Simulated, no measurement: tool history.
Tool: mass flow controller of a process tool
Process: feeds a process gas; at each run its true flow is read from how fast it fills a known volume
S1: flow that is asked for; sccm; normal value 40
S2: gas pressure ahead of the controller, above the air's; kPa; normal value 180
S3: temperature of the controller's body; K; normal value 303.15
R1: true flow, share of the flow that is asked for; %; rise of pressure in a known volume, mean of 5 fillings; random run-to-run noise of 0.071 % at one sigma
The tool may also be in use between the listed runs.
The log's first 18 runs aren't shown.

run	day	S1	S2	S3	R1
19	87.054	40	180	303.15	101.84
20	93.496	40	180	303.15	101.87
21	97.475	40	179	303.15	101.98
22	101.483	40	179	303.15	102.15
23	107.554	40	180	305.15	102.38
24	114.738	40	180	305.15	102.59
25	121.425	40	180	305.15	102.59
26	126.1	16	180	297.15	101.49
27	133.042	16	180	297.15	101.56
28	137.042	40	165	303.15	102.71
29	142.738	16	169	297.15	101.64
30	147.692	14	252	297.15	101.84
31	154.229	17	180	307.15	102.94
32	157.7	13	276	305.15	102.99
# day 160.658: gauge calibrated
33	162.45	40	156	294.15	99.24
34	168.425	6	180	303.15	99.71

What does the tool deliver on the next run?
35	174.8	25	180	298.15	?

R1: 99.7 %
Had the tool carried no hidden state, the very same run would have given R1 99.45 %.
